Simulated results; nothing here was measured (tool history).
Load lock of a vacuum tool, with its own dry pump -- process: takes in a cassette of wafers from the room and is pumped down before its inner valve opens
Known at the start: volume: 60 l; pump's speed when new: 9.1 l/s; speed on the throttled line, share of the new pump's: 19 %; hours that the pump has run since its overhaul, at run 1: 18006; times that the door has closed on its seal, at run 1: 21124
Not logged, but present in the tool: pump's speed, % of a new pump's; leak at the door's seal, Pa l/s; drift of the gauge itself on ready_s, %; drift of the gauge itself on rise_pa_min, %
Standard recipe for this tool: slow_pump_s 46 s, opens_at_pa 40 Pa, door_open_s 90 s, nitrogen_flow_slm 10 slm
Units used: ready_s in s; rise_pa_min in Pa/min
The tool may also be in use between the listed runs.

| run | day | slow_pump_s | opens_at_pa | door_open_s | nitrogen_flow_slm | hours that the pump has run since its overhaul | times that the door has closed on its seal | incoming humidity of the room's air, % | ready_s | rise_pa_min |
|---|---|---|---|---|---|---|---|---|---|---|
| 1 | 0 | 46 | 40 | 90 | 10 | 18006 | 21124 | 45.5 | 95.8 | 0.206 |
| 2 | 23.621 | 46 | 40 | 90 | 10 | 18573 | 21740 | 46.3 | 96.1 | 0.216 |
| 3 | 49.879 | 46 | 40 | 90 | 10 | 19203 | 22425 | 44.4 | 97.8 | 0.216 |
| 4 | 69.004 | 46 | 40 | 90 | 10 | 19662 | 22923 | 46.2 | 96.7 | 0.233 |
| 5 | 88.275 | 46 | 46 | 90 | 10 | 20125 | 23426 | 46.4 | 95.5 | 0.24 |
| 6 | 111.292 | 46 | 46 | 90 | 10 | 20677 | 24026 | 47.3 | 94.7 | 0.244 |
| 7 | 133.892 | 46 | 40 | 90 | 10 | 21220 | 24615 | 49.9 | 96.8 | 0.264 |
| 8 | 151.875 | 46 | 40 | 90 | 10 | 21651 | 25084 | 41.1 | 96.9 | 0.254 |
| 9 | 177.546 | 46 | 40 | 90 | 15 | 22267 | 25753 | 43.2 | 97 | 0.259 |
| 10 | 197.475 | 46 | 40 | 233 | 10 | 22746 | 26273 | 41.3 | 98 | 0.308 |
| 11 | 216.321 | 46 | 40 | 233 | 10 | 23198 | 26764 | 41.6 | 98.2 | 0.309 |
| 12 | 227.371 | 46 | 40 | 142 | 10 | 23463 | 27053 | 46 | 98.1 | 0.293 |
|  | 249.2 | dry pump taken out, an overhauled one fitted |
| 13 | 251.896 | 46 | 37 | 32 | 25 | 65 | 27685 | 46.1 | 90.5 | 0.267 |
| 14 | 278.633 | 46 | 37 | 32 | 25 | 706 | 28382 | 41.9 | 90.9 | 0.269 |
| 15 | 298.167 | 46 | 37 | 32 | 25 | 1175 | 28892 | 49.1 | 90.9 | 0.28 |
| 16 | 316.667 | 85 | 37 | 41 | 25 | 1619 | 29374 | 41.1 | 123.5 | 0.284 |

Hidden state or all else? Some run-to-run changes of ready_s, split into what the settings, what came in and random variation would give without the hidden state, and what is left for the hidden state (with any gauge scatter that isn't in both results):
Run 12 -> 13: opens_at_pa 40 -> 37, door_open_s 142 -> 32, nitrogen_flow_slm 10 -> 25, dry pump taken out, an overhauled one fitted. ready_s -7.6 s: hidden state -8.4, all else +0.8.
Run 15 -> 16: slow_pump_s 46 -> 85, door_open_s 32 -> 41. ready_s +32.6 s: hidden state -0.1, all else +32.7.

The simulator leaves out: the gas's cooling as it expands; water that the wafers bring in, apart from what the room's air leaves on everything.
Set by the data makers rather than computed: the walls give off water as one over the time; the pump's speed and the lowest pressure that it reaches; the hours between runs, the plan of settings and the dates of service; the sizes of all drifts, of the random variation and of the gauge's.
